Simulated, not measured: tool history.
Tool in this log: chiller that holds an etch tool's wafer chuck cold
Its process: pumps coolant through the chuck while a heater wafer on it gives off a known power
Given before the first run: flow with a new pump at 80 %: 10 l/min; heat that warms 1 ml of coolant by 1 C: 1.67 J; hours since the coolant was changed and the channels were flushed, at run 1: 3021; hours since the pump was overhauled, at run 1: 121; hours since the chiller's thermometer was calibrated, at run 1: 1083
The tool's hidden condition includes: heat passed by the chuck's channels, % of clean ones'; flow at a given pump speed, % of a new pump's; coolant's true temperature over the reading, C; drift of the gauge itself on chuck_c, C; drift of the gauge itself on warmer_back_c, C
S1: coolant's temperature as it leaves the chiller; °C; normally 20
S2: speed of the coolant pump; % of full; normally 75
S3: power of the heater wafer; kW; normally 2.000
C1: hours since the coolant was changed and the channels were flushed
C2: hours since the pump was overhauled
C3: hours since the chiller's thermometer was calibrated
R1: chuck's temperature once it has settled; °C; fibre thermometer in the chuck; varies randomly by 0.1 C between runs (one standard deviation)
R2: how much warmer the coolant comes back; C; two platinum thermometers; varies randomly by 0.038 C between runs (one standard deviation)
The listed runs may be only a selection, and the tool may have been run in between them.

run      day  S1  S2     S3    C1    C2    C3    R1     R2
  1    0.000  20  75  2.000  3021   121  1083  41.0   7.68
  2    4.608  20  75  2.000  3131   232  1193  41.1   7.71
  3    7.633  20  75  2.000  3204   305  1266  41.0   7.67
  4   10.717  20  75  2.000  3278   379  1340  41.1   7.67
  5   15.167  20  75  2.000  3385   485  1447  40.9   7.64
  6   17.483  20  75  2.000  3440   541  1503  40.9   7.67
  7   21.771  19  75  2.000  3543   644  1605  40.0   7.74
  8   24.275  20  75  2.923  3603   704  1665  50.6  11.23
  9   28.679  20  75  2.000  3709   810  1771  40.8   7.67
 10   30.858  20  75  2.000  3761   862  1823  41.0   7.74
 11   35.817  20  75  2.000  3880   981  1942  41.0   7.78
 12   39.250  20  75  2.000  3963  1063  2025  41.0   7.76
 13   42.462  20  75  2.000  4040  1140  2102  41.0   7.82
 14   46.292  24  75  2.000  4132  1232  2194  45.0   7.68
 15   49.621  20  75  2.000  4212  1312  2274  41.0   7.74
 16   54.425  12  75  2.000  4327  1428  2389  32.8   7.81
 17   59.075  27  70  2.385  4439  1539  2501  53.3  10.04
 18   61.688  15  74  2.140  4501  1602  2563  37.8   8.47
 19   66.325  15  74  2.140  4613  1713  2675  37.7   8.44
 20   69.929  20  75  2.889  4699  1800  2761  50.4  11.19
 21   73.333  20  75  2.889  4781  1881  2843  50.3  11.25
 22   77.425  16  93  1.215  4879  1980  2941  27.1   3.81
 23   80.012  22  67  1.587  4941  2042  3003  40.1   6.99
      84.242  -- chiller's thermometer calibrated
 24   84.662  28  93  2.907  5052  2152    10  54.6   9.07
 25   87.096  20  93  1.837  5110  2211    69  36.6   5.77
 26   89.925  19  97  2.000  5178  2278   136  36.6   5.97
 27   92.817  19  97  1.993  5247  2348   206  36.5   5.97
 28   94.958  19  97  1.993  5299  2399   257  36.6   5.97
 29   97.992  19  67  1.993  5372  2472   330  41.5   8.79
 30  102.192  19  84  1.993  5472  2573   431  38.3   6.91
 31  105.658  20  96  2.426  5556  2656   514  41.6   7.35
 32  108.271  16  62  2.426  5618  2719   577  45.0  11.59

4 options for the next run, each taken on its own from the tool as it stands now. Forecast them:
  A  112.821  16  74  1.428  5727  2828  686   ?   ?
  B  112.821  11  87  1.162  5727  2828  686   ?   ?
  C  112.821  14  75  2.085  5727  2828  686   ?   ?
  D  112.821  19  75  2.000  5727  2828  686   ?   ?

run    R1    R2
  A  31.1  5.74
  B  21.9  3.98
  C  36.1  8.13
  D  39.9  7.86
Without the tool's hidden state the same runs would have given:
run    R1    R2
  A  31.1  5.57
  B  21.9  3.80
  C  36.1  7.96
  D  39.9  7.68

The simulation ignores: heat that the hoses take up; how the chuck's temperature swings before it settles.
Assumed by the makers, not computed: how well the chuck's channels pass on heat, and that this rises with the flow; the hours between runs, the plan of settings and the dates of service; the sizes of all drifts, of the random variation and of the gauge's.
